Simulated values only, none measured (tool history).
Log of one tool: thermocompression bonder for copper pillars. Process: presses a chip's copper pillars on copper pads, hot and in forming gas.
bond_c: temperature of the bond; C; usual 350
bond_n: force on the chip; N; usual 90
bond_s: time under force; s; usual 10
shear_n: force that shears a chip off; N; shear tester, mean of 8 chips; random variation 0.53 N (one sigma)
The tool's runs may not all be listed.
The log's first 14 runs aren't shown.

run	day	bond_c	bond_n	bond_s	hours of work since the heater was calibrated	hours of work since the force cell was calibrated	hours of work since the gas filter was changed	shear_n
15	16.054	350	90	27	24	314	122	74.5
16	16.762	350	89	27	33	323	131	73.8
17	17.850	350	89	27	47	337	145	73.9
18	19.446	350	89	27	67	358	165	74.1
19	20.142	347	66	27	76	367	174	62.1
# day 20.512: heater calibrated with a thermocouple chip, once more
20	21.571	347	66	6	14	384	192	30.8
21	22.467	350	71	12	25	396	203	43.4
22	24.075	324	91	12	46	416	224	41.7
23	25.254	324	82	10	61	431	239	35.1
24	25.992	322	90	14	70	441	248	42.5
25	27.038	322	90	14	84	454	262	42.2
26	28.667	350	65	10	105	475	283	37.9
27	29.533	354	65	9	116	486	294	38.1
28	31.046	367	98	27	135	506	313	73.3
29	31.933	367	64	10	147	517	325	43.8
30	32.996	367	64	10	160	531	338	43.0
# day 33.112: forming gas filter changed
31	34.483	360	64	14	179	549	18	50.1
32	36.071	360	64	14	199	570	38	49.9

3 ways to go on from here, each from the tool as it stands after run 32. What would each give?
A	37.038	361	90	27	212	582	50	?
B	37.038	347	64	15	212	582	50	?
C	37.038	350	90	9	212	582	50	?

run	shear_n
A	74.5
B	45.3
C	51.2
Without the tool's hidden state the same runs would have given:
run	shear_n
A	75.0
B	45.1
C	51.1

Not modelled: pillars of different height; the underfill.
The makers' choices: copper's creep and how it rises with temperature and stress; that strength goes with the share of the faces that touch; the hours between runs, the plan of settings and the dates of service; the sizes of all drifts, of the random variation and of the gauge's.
